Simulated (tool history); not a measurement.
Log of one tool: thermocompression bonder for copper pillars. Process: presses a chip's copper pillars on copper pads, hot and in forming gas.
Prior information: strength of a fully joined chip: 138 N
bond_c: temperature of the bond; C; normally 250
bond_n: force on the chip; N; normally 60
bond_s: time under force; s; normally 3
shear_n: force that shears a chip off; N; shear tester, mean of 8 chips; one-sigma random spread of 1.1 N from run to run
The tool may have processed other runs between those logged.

Run 1, hour 0: usual settings. Result: shear_n 100.9 N.
Run 2, hour 76.6: usual settings. Result: shear_n 99.9 N.
Run 3, hour 157.8: usual settings. Result: shear_n 97.6 N.
Run 4, hour 213.1: usual settings. Result: shear_n 95.9 N.
Run 5, hour 281.4: usual settings but bond_c 267 C. Result: shear_n 107.5 N.
Run 6, hour 367.2: usual settings. Result: shear_n 94.2 N.
At hour 429.6: forming gas filter changed.
Run 7, hour 443.6: usual settings. Result: shear_n 99.5 N.
Run 8, hour 496.4: usual settings. Result: shear_n 97.1 N.
Run 9, hour 543.3: usual settings. Result: shear_n 99.4 N.
Run 10, hour 603.7: usual settings. Result: shear_n 96.2 N.
Run 11, hour 672.2: usual settings. Result: shear_n 95.5 N.
Run 12, hour 739.2: usual settings. Result: shear_n 91.7 N.
Run 13, hour 800.5: usual settings but bond_s 2 s. Result: shear_n 79.3 N.
At hour 862: forming gas filter changed.
At hour 875: heater calibrated with a thermocouple chip.
Run 14, hour 890.5: usual settings but bond_s 2 s. Result: shear_n 94.7 N.
Run 15, hour 951.1: usual settings but bond_n 50 N. Result: shear_n 94.9 N.
Run 16, hour 1011.3: usual settings but bond_n 50 N. Result: shear_n 92.9 N.
Run 17, hour 1100.4: usual settings but bond_n 50 N. Result: shear_n 90.6 N.
Run 18, hour 1162.5: usual settings. Result: shear_n 96.9 N.
Run 19, hour 1239.1: usual settings. Result: shear_n 96 N.
Run 20, hour 1277.4: usual settings but bond_c 245 C, bond_n 70 N, bond_s 4 s. Result: shear_n 102 N.
At hour 1300.1: forming gas filter changed.
Run 21, hour 1339.4: usual settings but bond_c 245 C, bond_n 40 N. Result: shear_n 79.3 N.
Run 22, hour 1392.7: usual settings but bond_c 245 C, bond_n 40 N. Result: shear_n 77.9 N.
Run 23, hour 1463.2: usual settings but bond_c 227 C, bond_n 44 N. Result: shear_n 68.5 N.
Run 24, hour 1547.3: usual settings but bond_c 229 C, bond_n 64 N, bond_s 6 s. Result: shear_n 97.1 N.
At hour 1576.8: force cell calibrated.
Run 25, hour 1601.4: usual settings but bond_n 79 N, bond_s 2 s. Result: shear_n 94.8 N.
Run 26, hour 1688: usual settings. Result: shear_n 91.6 N.
At hour 1732.8: forming gas filter changed.
Run 27, hour 1733: usual settings but bond_c 269 C, bond_n 37 N, bond_s 9 s. Result: shear_n 114.7 N.
Run 28, hour 1821.6: usual settings but bond_c 268 C, bond_n 56 N. Result: shear_n 104.1 N.
Run 29, hour 1906.7: usual settings but bond_c 256 C. Result: shear_n 96.1 N.
Run 30, hour 1958.9: usual settings but bond_c 256 C. Result: shear_n 96.6 N.
Run 31, hour 2011.1: usual settings but bond_c 261 C, bond_n 51 N. Result: shear_n 91.9 N.
At hour 2062.3: heater calibrated with a thermocouple chip.
Run 32, hour 2096.6: usual settings but bond_c 261 C, bond_n 51 N. Result: shear_n 98.1 N.
Run 33, hour 2156.8: usual settings but bond_c 261 C, bond_n 51 N. Result: shear_n 96.3 N.
At hour 2165.3: forming gas filter changed.
Run 34, hour 2214.4: usual settings but bond_c 265 C, bond_n 76 N, bond_s 2 s. Result: shear_n 110.7 N.
Run 35, hour 2290.7: usual settings but bond_c 265 C, bond_n 76 N, bond_s 2 s. Result: shear_n 109.5 N.
Run 36, hour 2351.6: usual settings but bond_c 265 C, bond_n 76 N, bond_s 2 s. Result: shear_n 107.3 N.
Run 37, hour 2389.5: usual settings but bond_c 244 C, bond_n 83 N. Result: shear_n 106 N.
Run 38, hour 2433.2: usual settings but bond_c 244 C, bond_n 41 N. Result: shear_n 78.1 N.

What if the next run were any one of these 3? Each begins from the tool's condition after run 38:
Run A, hour 2492.4: usual settings but bond_c 244 C, bond_n 38 N. Result: shear_n ?.
Run B, hour 2492.4: usual settings but bond_c 261 C, bond_n 41 N, bond_s 2 s. Result: shear_n ?.
Run C, hour 2492.4: usual settings but bond_c 244 C, bond_n 41 N, bond_s 6 s. Result: shear_n ?.

run  shear_n
  A     72.7
  B     78.7
  C     94.3
Had the tool no hidden state, the same runs would have come out as:
run  shear_n
  A     79.1
  B     85.3
  C    101.9
